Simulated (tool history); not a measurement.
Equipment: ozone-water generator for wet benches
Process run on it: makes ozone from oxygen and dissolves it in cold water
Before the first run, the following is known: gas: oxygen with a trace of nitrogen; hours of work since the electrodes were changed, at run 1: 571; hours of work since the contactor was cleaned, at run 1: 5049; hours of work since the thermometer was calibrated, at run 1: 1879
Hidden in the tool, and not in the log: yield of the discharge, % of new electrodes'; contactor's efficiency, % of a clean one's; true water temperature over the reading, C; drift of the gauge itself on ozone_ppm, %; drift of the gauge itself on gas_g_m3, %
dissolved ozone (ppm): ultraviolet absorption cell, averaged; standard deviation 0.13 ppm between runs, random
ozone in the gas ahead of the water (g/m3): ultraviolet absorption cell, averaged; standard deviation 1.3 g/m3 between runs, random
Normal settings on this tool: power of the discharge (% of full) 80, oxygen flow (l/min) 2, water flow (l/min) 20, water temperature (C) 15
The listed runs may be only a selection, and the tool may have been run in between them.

run	hour	power of the discharge (% of full)	oxygen flow (l/min)	water flow (l/min)	water temperature (C)	hours of work since the electrodes were changed	hours of work since the contactor was cleaned	hours of work since the thermometer was calibrated	dissolved ozone (ppm)	ozone in the gas ahead of the water (g/m3)
1	0	80	2	20	15	571	5049	1879	13.5	247.5
2	23.2	80	2	20	15	593	5071	1900	13.5	247
3	52.8	80	2	20	15	620	5098	1928	13.3	244.9
4	78.1	53	2	20	15	643	5122	1951	10.1	186.3
5	93.5	53	2	20	15	658	5136	1965	10.1	185.5
6	116.6	80	2	20	14	679	5157	1987	13.7	244.1
7	138.9	80	2	20	14	700	5178	2007	13.7	246.7
8	157.5	80	2	20	14	717	5195	2025	13.4	244.4
9	170.9	52	2	20	15	729	5207	2037	10	183.3
10	185.1	80	2	27	15	742	5221	2050	9.7	245.2
11	213.8	80	2	20	18	769	5247	2077	13.2	245.1
12	229.7	80	2	20	18	783	5262	2091	13.4	248.2
13	262	80	2	20	18	813	5292	2121	13.1	247.8
14	292.6	80	2	20	18	842	5320	2150	13.2	246
15	321.8	80	2	20	15	869	5347	2177	13.5	245.1
16	338.3	80	2	23	15	884	5362	2192	11.5	246.2
17	354.1	80	1.55	23	15	899	5377	2206	10.4	273.1
18	371.4	80	1.55	23	15	915	5393	2222	10.5	272

Run 19 comes next. What will it give?
19	388.9	61	1.35	12	12	931	5409	2239	?	?

{"run 19": {"dissolved ozone (ppm)": 16.6, "ozone in the gas ahead of the water (g/m3)": 240}}
The same run, on a tool lacking any hidden state, would have yielded dissolved ozone (ppm) 17.6, ozone in the gas ahead of the water (g/m3) 243.9.
